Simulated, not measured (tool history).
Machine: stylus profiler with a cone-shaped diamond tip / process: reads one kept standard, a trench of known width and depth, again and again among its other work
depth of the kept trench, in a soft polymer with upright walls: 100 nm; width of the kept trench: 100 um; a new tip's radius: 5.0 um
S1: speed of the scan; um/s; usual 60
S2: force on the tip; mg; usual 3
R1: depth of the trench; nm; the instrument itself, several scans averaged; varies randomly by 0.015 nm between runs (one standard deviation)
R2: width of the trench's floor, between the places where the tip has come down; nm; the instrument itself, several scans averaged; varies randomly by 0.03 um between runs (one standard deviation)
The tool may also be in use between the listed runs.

| run | hour | S1 | S2 | R1 | R2 |
|---|---|---|---|---|---|
| 1 | 0 | 60 | 3 | 101.11 | 97690 |
| 2 | 20.3 | 60 | 3 | 101.12 | 97700 |
| 3 | 31.7 | 60 | 1.64 | 100.7 | 97630 |
| 4 | 45.9 | 60 | 1.64 | 100.68 | 97670 |
| 5 | 66.8 | 131 | 3 | 101.11 | 97510 |
| 6 | 82.1 | 131 | 3 | 101.08 | 97530 |
| 7 | 104.4 | 60 | 3 | 101.1 | 97650 |
| 8 | 120.5 | 60 | 3 | 101.11 | 97620 |
| 9 | 130.7 | 60 | 3 | 101.1 | 97650 |
| 10 | 149.1 | 60 | 3 | 101.13 | 97640 |
| 11 | 160.5 | 60 | 3 | 101.1 | 97660 |
| 12 | 175.1 | 60 | 3 | 101.11 | 97600 |
| 13 | 191.1 | 60 | 3 | 101.11 | 97590 |
| 14 | 210.6 | 60 | 3 | 101.07 | 97670 |
| 15 | 223.7 | 60 | 3 | 101.1 | 97610 |
| 16 | 244.3 | 60 | 2.84 | 101.04 | 97630 |
| 17 | 266.4 | 60 | 2.84 | 101.05 | 97550 |
| 18 | 276 | 60 | 2.84 | 101.03 | 97650 |
| 19 | 291 | 60 | 1.12 | 100.45 | 97460 |
| 20 | 307.4 | 230 | 3 | 101.06 | 97240 |
| 21 | 327.1 | 230 | 3 | 101.08 | 97210 |
| 22 | 345.9 | 230 | 3 | 101.07 | 97230 |
| 23 | 362.5 | 60 | 3 | 101.06 | 97590 |
| 24 | 380.2 | 60 | 6.27 | 101.87 | 97610 |
| 25 | 398.7 | 205 | 1.69 | 100.62 | 97110 |
| 26 | 417.8 | 133 | 3.45 | 101.16 | 97440 |
| 27 | 429 | 105 | 7.63 | 102.19 | 97490 |
| 28 | 443 | 105 | 7.63 | 102.16 | 97570 |
| 29 | 454.5 | 37 | 3.47 | 101.16 | 97630 |
| 30 | 473.8 | 36 | 1.71 | 100.63 | 97620 |
| 31 | 494.4 | 54 | 5.44 | 101.67 | 97580 |
| 32 | 506.7 | 54 | 5.44 | 101.66 | 97590 |
| 33 | 518.2 | 16 | 4.59 | 101.45 | 97550 |
| 34 | 541 | 36 | 1.3 | 100.46 | 97560 |
| 35 | 559.9 | 74 | 1.74 | 100.62 | 97460 |
| 36 | 576.6 | 224 | 2.25 | 100.8 | 97100 |
| 37 | 596.2 | 18 | 2.44 | 100.86 | 97670 |
| 38 | 606.7 | 55 | 3.84 | 101.26 | 97560 |
| 39 | 623 | 55 | 3.84 | 101.25 | 97490 |
| 40 | 645.5 | 98 | 6.41 | 101.89 | 97500 |
| 41 | 656.8 | 73 | 2.49 | 100.84 | 97460 |
| 42 | 673.6 | 66 | 2.49 | 100.87 | 97440 |
| 43 | 696.7 | 107 | 3.39 | 101.08 | 97460 |
| 44 | 713.8 | 107 | 3.39 | 101.11 | 97380 |
| 45 | 729.1 | 107 | 3.39 | 101.09 | 97420 |
| 46 | 740.8 | 107 | 3.39 | 101.12 | 97400 |
| 47 | 758.2 | 169 | 3.36 | 101.1 | 97310 |

Branching from run 47: 4 alternative next runs. What would each branch give?
| A | 773.2 | 184 | 3.36 | ? | ? |
| B | 773.2 | 48 | 1.35 | ? | ? |
| C | 773.2 | 83 | 3.36 | ? | ? |
| D | 773.2 | 44 | 3 | ? | ? |

| run | R1 | R2 |
|---|---|---|
| A | 101.07 | 97190 |
| B | 100.45 | 97490 |
| C | 101.07 | 97440 |
| D | 100.99 | 97510 |
Take away the tool's hidden state, keep each run's random variation, and the runs would have read:
| run | R1 | R2 |
|---|---|---|
| A | 101.39 | 97610 |
| B | 100.76 | 97900 |
| C | 101.39 | 97850 |
| D | 101.31 | 97920 |
